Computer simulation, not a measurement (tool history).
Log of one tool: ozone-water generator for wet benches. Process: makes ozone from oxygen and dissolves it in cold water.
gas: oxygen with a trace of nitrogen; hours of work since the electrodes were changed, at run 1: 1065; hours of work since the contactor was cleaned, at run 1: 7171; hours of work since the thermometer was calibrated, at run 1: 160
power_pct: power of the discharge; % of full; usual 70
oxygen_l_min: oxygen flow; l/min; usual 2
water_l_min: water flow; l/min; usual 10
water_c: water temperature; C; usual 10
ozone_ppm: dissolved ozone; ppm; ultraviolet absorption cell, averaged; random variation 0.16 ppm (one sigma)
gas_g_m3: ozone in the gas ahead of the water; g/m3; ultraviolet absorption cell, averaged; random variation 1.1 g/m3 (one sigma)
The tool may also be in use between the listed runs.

run     day  power_pct  oxygen_l_min  water_l_min  water_c  hours of work since the electrodes were changed  hours of work since the contactor was cleaned  hours of work since the thermometer was calibrated  ozone_ppm  gas_g_m3
  1       0         70             2           10       10                                             1065                                           7171                                                 160       19.9     187.9
  2   2.004         70             2           10       10                                             1096                                           7202                                                 190       19.8     189.7
  3     3.8         70             2           10       10                                             1123                                           7229                                                 217       19.9     189.2
  4   6.417         70             2           10       10                                             1162                                           7268                                                 257       19.8     188.8
  5   9.054         70             2            8       10                                             1202                                           7308                                                 296       24.2       189
  6  11.217         70             2            8       10                                             1235                                           7341                                                 329       24.3     187.4
  7  12.562         52             2            8       10                                             1255                                           7361                                                 350       19.7     156.7
     12.725  -- water thermometer calibrated
  8  14.438         70             2           11       10                                             1283                                           7389                                                  26       18.2     187.4
  9      16         80             2           10       10                                             1307                                           7413                                                  50       21.3     203.5
 10  18.142         41          3.14           10       13                                             1339                                           7445                                                  82       15.8     118.2
     19.429  -- water thermometer calibrated, once more
 11  20.804         70             2           15       10                                             1379                                           7485                                                  21       13.3     188.6
 12  22.942         70             2           15       10                                             1412                                           7518                                                  53         13       188

Forecast each of these 3 alternatives for the next run:
  A  24.146         70             2           11       13                                             1430                                           7536                                                  71          ?         ?
  B  24.146         74             2            8       10                                             1430                                           7536                                                  71          ?         ?
  C  24.146         94          2.07            8       10                                             1430                                           7536                                                  71          ?         ?

run  ozone_ppm  gas_g_m3
  A       17.7     189.1
  B       24.8     194.2
  C       28.5     220.8
Without the tool's hidden state the same runs would have given:
run  ozone_ppm  gas_g_m3
  A       18.9     193.5
  B       26.4     198.8
  C       30.4     226.8
